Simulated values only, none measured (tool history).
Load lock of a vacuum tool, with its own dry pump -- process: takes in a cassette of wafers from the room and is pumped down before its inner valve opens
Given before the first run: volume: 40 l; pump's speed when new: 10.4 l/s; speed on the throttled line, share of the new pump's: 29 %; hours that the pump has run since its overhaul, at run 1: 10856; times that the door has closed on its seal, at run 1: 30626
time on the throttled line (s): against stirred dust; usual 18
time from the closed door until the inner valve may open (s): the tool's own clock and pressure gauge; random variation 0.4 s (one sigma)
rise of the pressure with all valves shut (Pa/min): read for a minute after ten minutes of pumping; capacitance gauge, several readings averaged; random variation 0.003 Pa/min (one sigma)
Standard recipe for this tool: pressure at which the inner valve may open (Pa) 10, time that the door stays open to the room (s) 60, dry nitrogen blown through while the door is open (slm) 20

run    hour  time on the throttled line (s)  pressure at which the inner valve may open (Pa)  time that the door stays open to the room (s)  dry nitrogen blown through while the door is open (slm)  hours that the pump has run since its overhaul  times that the door has closed on its seal  incoming humidity of the room's air, %  time from the closed door until the inner valve may open (s)  rise of the pressure with all valves shut (Pa/min)
  1     0.0                              18                                               10                                             60                                                       20                                           10856                                       30626                                    46.1                                                          48.1                                               0.037
  2   103.7                              18                                               10                                             60                                                       20                                           10959                                       31005                                    42.6                                                          48.5                                               0.032
  3   213.8                              18                                               10                                             60                                                       20                                           11069                                       31407                                    46.5                                                          48.6                                               0.040
  4   431.6                               9                                               10                                             60                                                       20                                           11287                                       32203                                    44.5                                                          41.9                                               0.039
  5   642.9                              18                                               10                                             60                                                       20                                           11499                                       32974                                    43.3                                                          48.8                                               0.040
  6   879.2                              18                                               10                                             60                                                       20                                           11735                                       33837                                    46.9                                                          48.5                                               0.037
     1087.7  -- dry pump taken out, an overhauled one fitted
  7  1092.8                              18                                               10                                             60                                                       20                                               5                                       34595                                    42.7                                                          48.8                                               0.037
  8  1238.0                              18                                               10                                            109                                                       20                                             150                                       35126                                    44.6                                                          48.7                                               0.046
  9  1404.0                              18                                               10                                             60                                                       20                                             316                                       35732                                    46.6                                                          48.1                                               0.044
 10  1568.7                              18                                               10                                             60                                                       20                                             481                                       36334                                    44.8                                                          48.1                                               0.038
 11  1747.6                              18                                               10                                             60                                                       20                                             660                                       36987                                    42.5                                                          48.6                                               0.036
 12  1978.0                              18                                               10                                             60                                                       20                                             890                                       37829                                    47.4                                                          48.7                                               0.035
 13  2151.3                              24                                               10                                             60                                                       20                                            1064                                       38462                                    41.5                                                          52.3                                               0.038
 14  2262.9                              24                                               11                                             60                                                       20                                            1175                                       38869                                    47.3                                                          51.8                                               0.036
 15  2378.3                              24                                               11                                             60                                                       20                                            1291                                       39291                                    45.2                                                          52.6                                               0.041
 16  2522.1                              24                                               11                                             60                                                       20                                            1434                                       39816                                    44.4                                                          51.8                                               0.040
 17  2634.3                              18                                               10                                             60                                                       20                                            1547                                       40226                                    44.7                                                          48.6                                               0.045
 18  2868.1                              10                                               10                                             60                                                       20                                            1780                                       41080                                    45.5                                                          42.1                                               0.045
 19  3087.5                              18                                               12                                            139                                                        5                                            2000                                       41881                                    39.5                                                          47.6                                               0.079
 20  3233.1                               9                                                9                                            146                                                        5                                            2145                                       42413                                    45.1                                                          42.7                                               0.090
 21  3410.6                              26                                               13                                             77                                                       21                                            2323                                       43061                                    43.0                                                          52.8                                               0.046
 22  3574.8                              26                                               13                                             77                                                       21                                            2487                                       43661                                    44.5                                                          53.4                                               0.041
 23  3797.5                              22                                               16                                             32                                                       21                                            2710                                       44474                                    44.6                                                          49.2                                               0.022
 24  4008.2                              18                                               10                                             75                                                        9                                            2921                                       45244                                    46.0                                                          48.9                                               0.055
 25  4139.6                              21                                                8                                             53                                                       30                                            3052                                       45724                                    46.6                                                          51.5                                               0.030
 26  4338.3                              18                                               15                                            169                                                       21                                            3251                                       46449                                    43.9                                                          46.3                                               0.057
 27  4573.5                              24                                               11                                             43                                                       33                                            3486                                       47308                                    44.5                                                          51.8                                               0.031
 28  4700.0                              24                                               11                                             43                                                       33                                            3612                                       47771                                    43.0                                                          51.9                                               0.025
 29  4897.0                              24                                               11                                             43                                                       33                                            3809                                       48490                                    47.8                                                          52.9                                               0.026
 30  5007.6                              24                                               11                                             43                                                       33                                            3920                                       48894                                    48.5                                                          52.2                                               0.027
 31  5116.1                              24                                               11                                             43                                                       33                                            4028                                       49290                                    49.9                                                          52.3                                               0.027
 32  5297.7                              18                                               10                                            167                                                       15                                            4210                                       49953                                    47.8                                                          48.0                                               0.067
 33  5410.5                              18                                                9                                             60                                                       20                                            4323                                       50365                                    46.9                                                          48.8                                               0.042
 34  5619.6                              18                                                8                                            128                                                        5                                            4532                                       51129                                    44.0                                                          49.0                                               0.078
 35  5864.6                              17                                                8                                             67                                                        5                                            4777                                       52024                                    47.1                                                          47.9                                               0.065
 36  6048.5                              17                                                8                                             67                                                        5                                            4961                                       52696                                    43.1                                                          48.5                                               0.062

Alternative continuations, all from the tool just after run 36; predict every row:
     6069.6  -- door's seal changed, seat wiped
  A  6220.6                              11                                                8                                             67                                                        5                                            5131                                         552                                    45.0                                                             ?                                                   ?
     6069.6  -- door's seal changed, seat wiped
  B  6220.6                              16                                                8                                             67                                                        5                                            5131                                         552                                    46.7                                                             ?                                                   ?
     6069.6  -- door's seal changed, seat wiped
  C  6220.6                              17                                               17                                             67                                                       18                                            5131                                         552                                    44.6                                                             ?                                                   ?

run  time from the closed door until the inner valve may open (s)  rise of the pressure with all valves shut (Pa/min)
  A                                                          44.3                                               0.056
  B                                                          48.2                                               0.061
  C                                                          46.2                                               0.037
With no hidden state in the tool, these same runs would have given:
run  time from the closed door until the inner valve may open (s)  rise of the pressure with all valves shut (Pa/min)
  A                                                          44.2                                               0.056
  B                                                          48.2                                               0.061
  C                                                          46.1                                               0.037
